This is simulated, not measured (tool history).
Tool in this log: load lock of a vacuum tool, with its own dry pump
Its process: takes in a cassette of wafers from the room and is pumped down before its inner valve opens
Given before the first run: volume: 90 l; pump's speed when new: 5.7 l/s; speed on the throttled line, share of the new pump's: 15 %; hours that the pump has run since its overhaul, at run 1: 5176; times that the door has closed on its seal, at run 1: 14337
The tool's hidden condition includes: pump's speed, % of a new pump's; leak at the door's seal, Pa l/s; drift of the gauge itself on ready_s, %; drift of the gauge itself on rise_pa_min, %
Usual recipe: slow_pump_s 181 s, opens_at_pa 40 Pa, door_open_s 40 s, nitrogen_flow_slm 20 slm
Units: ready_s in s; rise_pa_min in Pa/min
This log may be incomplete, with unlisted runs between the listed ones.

run	hour	slow_pump_s	opens_at_pa	door_open_s	nitrogen_flow_slm	hours that the pump has run since its overhaul	times that the door has closed on its seal	incoming humidity of the room's air, %	ready_s	rise_pa_min
1	0.0	181	40	40	20	5176	14337	43.3	280.6	0.191
2	291.9	181	40	40	26	5468	15242	43.0	282.8	0.208
3	534.5	181	40	40	20	5710	15995	41.1	279.2	0.221
4	820.5	181	40	40	20	5996	16882	43.3	279.2	0.243
5	1050.1	117	40	40	20	6226	17594	46.1	227.2	0.253
6	1233.5	181	40	40	20	6409	18163	46.3	282.0	0.265
7	1496.8	181	40	40	20	6673	18980	48.2	280.8	0.282
8	1791.7	181	40	40	20	6967	19894	47.5	283.1	0.312
9	2069.1	181	40	40	20	7245	20754	43.9	280.1	0.327
10	2382.3	181	40	40	20	7558	21726	47.2	286.6	0.360
# hour 2512.6: door's seal changed, seat wiped
11	2703.0	181	40	40	20	7877	590	43.2	281.9	0.024
12	2964.3	166	40	40	20	8139	1401	46.4	267.7	0.022
13	3105.6	181	40	40	20	8280	1839	44.8	282.3	0.029
14	3236.6	181	40	40	20	8411	2245	47.9	281.4	0.034
15	3521.5	171	34	32	20	8696	3129	45.5	275.9	0.037
16	3718.5	171	34	32	20	8893	3740	45.7	279.6	0.047
17	3874.1	287	57	49	8	9048	4222	45.3	364.4	0.048
18	4148.8	181	40	52	5	9323	5074	45.0	285.4	0.061
19	4397.1	238	32	133	5	9571	5844	42.4	332.3	0.082
20	4692.0	181	40	131	13	9866	6759	47.3	284.3	0.093
21	4998.0	181	40	131	13	10172	7708	45.1	281.9	0.102
22	5168.8	181	40	37	13	10343	8238	46.2	283.5	0.101
23	5361.7	181	40	37	13	10536	8836	45.1	279.8	0.099
24	5634.6	181	40	37	13	10809	9683	42.8	286.8	0.113
25	5903.6	181	40	37	13	11078	10517	42.0	282.6	0.121
26	6087.1	181	49	40	20	11261	11086	47.1	284.8	0.126
27	6363.5	90	60	35	20	11538	11943	45.2	201.9	0.146
28	6597.2	181	32	79	20	11771	12668	45.1	289.6	0.157

Branching from run 28: 5 alternative next runs. What would each branch give?
A	6908.1	181	41	40	20	12082	13633	44.2	?	?
B	6908.1	181	53	79	20	12082	13633	45.3	?	?
C	6908.1	109	29	40	7	12082	13633	45.5	?	?
D	6908.1	181	55	155	20	12082	13633	44.9	?	?
E	6908.1	181	40	141	42	12082	13633	46.0	?	?

run	ready_s	rise_pa_min
A	284.8	0.173
B	277.6	0.177
C	230.8	0.174
D	281.4	0.185
E	285.6	0.180
Without the tool's hidden state the same runs would have given:
run	ready_s	rise_pa_min
A	278.6	0.016
B	272.0	0.023
C	223.9	0.022
D	275.8	0.029
E	279.7	0.025
